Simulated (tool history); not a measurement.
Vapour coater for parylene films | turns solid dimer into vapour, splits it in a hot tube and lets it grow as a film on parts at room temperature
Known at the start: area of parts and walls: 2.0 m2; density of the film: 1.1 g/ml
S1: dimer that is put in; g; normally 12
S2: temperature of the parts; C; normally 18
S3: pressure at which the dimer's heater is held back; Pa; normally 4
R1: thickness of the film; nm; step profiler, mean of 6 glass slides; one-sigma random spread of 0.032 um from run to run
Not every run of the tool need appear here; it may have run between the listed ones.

run,hour,S1,S2,S3,R1
1,0,12,18,4,2850
2,30.9,12,18,3.53,2890
3,67.2,12,16,4,3010
4,92,12,18,4,2870
5,127.8,12,18,4,2870
6,158.3,12,18,4,2830
7,190.5,12,18,4,2820
8,228.2,12,18,4,2820
9,255.5,12,18,4,2850
10,282.4,12,14,4,3030
11,307.5,12,18,4,2770
12,328.4,12,18,4,2740
13,366,7,18,4,1560
14,381.4,12,18,10.06,2630
# hour 384.4: table's thermometer calibrated
15,420.9,12,18,4,2730
16,449.1,12,18,4,2700
17,479.2,12,18,4,2760
# hour 496.1: trap's valve overhauled
18,514.4,6,29,4,1240
19,551.4,17,16,6.33,4300
# hour 565.6: table's thermometer calibrated, once more
20,590.5,13,13,2.54,3770
21,613.2,13,13,2.54,3750
22,650.5,13,14,2.29,3580
23,685.8,8,19,9.18,1890
24,712.6,8,19,9.18,1900
25,732.6,8,11,9.18,2180
26,771,15,19,10.9,3510
27,790.5,5,18,7.2,1230
28,819.6,12,27,5.04,2460
29,853.3,12,27,5.04,2450

The logged runs with the hidden state left out (each run's random variation unchanged):
Hidden state present: vapour lost through the trap's worn valve, %; true temperature of the parts over the reading, C; drift of the gauge itself on film_um, %.
run,R1
1,3070
2,3130
3,3270
4,3120
5,3140
6,3110
7,3100
8,3120
9,3160
10,3370
11,3090
12,3060
13,1760
14,2960
15,3090
16,3080
17,3150
18,1260
19,4400
20,3840
21,3830
22,3670
23,1950
24,1960
25,2260
26,3640
27,1280
28,2570
29,2570
